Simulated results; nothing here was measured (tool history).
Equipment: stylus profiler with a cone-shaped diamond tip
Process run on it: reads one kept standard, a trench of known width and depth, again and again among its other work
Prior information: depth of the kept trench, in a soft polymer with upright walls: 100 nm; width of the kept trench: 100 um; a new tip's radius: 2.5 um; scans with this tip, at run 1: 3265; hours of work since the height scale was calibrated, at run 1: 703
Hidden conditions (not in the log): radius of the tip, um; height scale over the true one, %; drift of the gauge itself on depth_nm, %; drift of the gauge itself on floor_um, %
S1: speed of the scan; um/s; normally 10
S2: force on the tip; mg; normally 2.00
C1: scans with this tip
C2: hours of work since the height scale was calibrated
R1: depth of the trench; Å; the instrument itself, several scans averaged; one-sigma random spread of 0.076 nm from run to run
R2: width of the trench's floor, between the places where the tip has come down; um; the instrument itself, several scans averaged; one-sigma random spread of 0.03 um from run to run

run,hour,S1,S2,C1,C2,R1,R2
1,0.0,10,2.00,3265,703,1009.7,98.43
2,42.4,10,2.00,3398,731,1009.2,98.44
3,131.0,10,2.00,3676,791,1009.2,98.43
4,226.9,10,2.00,3976,856,1011.3,98.41
5,289.2,8,2.00,4172,898,1009.8,98.39
6,352.8,8,2.00,4371,941,1011.0,98.41
7,424.8,8,2.00,4597,990,1010.6,98.38
8,498.5,8,2.00,4828,1039,1011.8,98.39
9,576.5,10,2.00,5073,1092,1010.8,98.41
10,644.1,10,2.00,5285,1138,1009.5,98.37
# hour 649.2: height scale calibrated on a step standard
11,693.5,10,2.00,5438,30,1013.5,98.40
12,768.8,5,2.00,5674,81,1012.1,98.46
13,837.1,5,2.00,5889,127,1014.8,98.41
14,924.8,5,5.61,6163,186,1019.8,98.42
15,1009.9,38,2.00,6430,243,1013.8,98.30
16,1059.3,4,1.64,6585,277,1013.0,98.36
17,1129.5,4,1.64,6805,324,1012.9,98.33
# hour 1199.4: height scale calibrated on a step standard, once more
18,1209.8,10,2.00,7056,7,1007.3,98.39
19,1262.3,3,5.80,7220,42,1017.6,98.35
20,1307.4,25,2.00,7362,73,1007.0,98.28
21,1370.0,3,2.91,7558,115,1009.1,98.36
22,1456.6,17,5.85,7830,174,1015.6,98.35
23,1537.3,9,1.12,8082,228,1006.3,98.33
24,1623.6,9,1.12,8353,286,1006.8,98.32
25,1712.2,5,5.30,8631,346,1015.7,98.36
26,1775.5,9,2.97,8830,389,1010.3,98.34
27,1859.5,17,4.09,9093,446,1014.5,98.34
28,1939.2,2,2.63,9343,499,1009.7,98.29
29,2035.9,40,0.89,9646,565,1005.7,98.14

Below are 5 alternative next runs, each starting from the tool's condition after run 29. Predict each:
A,2126.6,33,1.02,9931,626,?,?
B,2126.6,16,1.35,9931,626,?,?
C,2126.6,18,0.71,9931,626,?,?
D,2126.6,6,3.26,9931,626,?,?
E,2126.6,40,3.81,9931,626,?,?

run,R1,R2
A,1006.4,98.19
B,1008.0,98.29
C,1005.6,98.19
D,1012.1,98.32
E,1014.3,98.23
Had the tool no hidden state, the same runs would have come out as:
run,R1,R2
A,1004.2,98.46
B,1005.9,98.56
C,1003.5,98.46
D,1009.9,98.59
E,1012.1,98.51

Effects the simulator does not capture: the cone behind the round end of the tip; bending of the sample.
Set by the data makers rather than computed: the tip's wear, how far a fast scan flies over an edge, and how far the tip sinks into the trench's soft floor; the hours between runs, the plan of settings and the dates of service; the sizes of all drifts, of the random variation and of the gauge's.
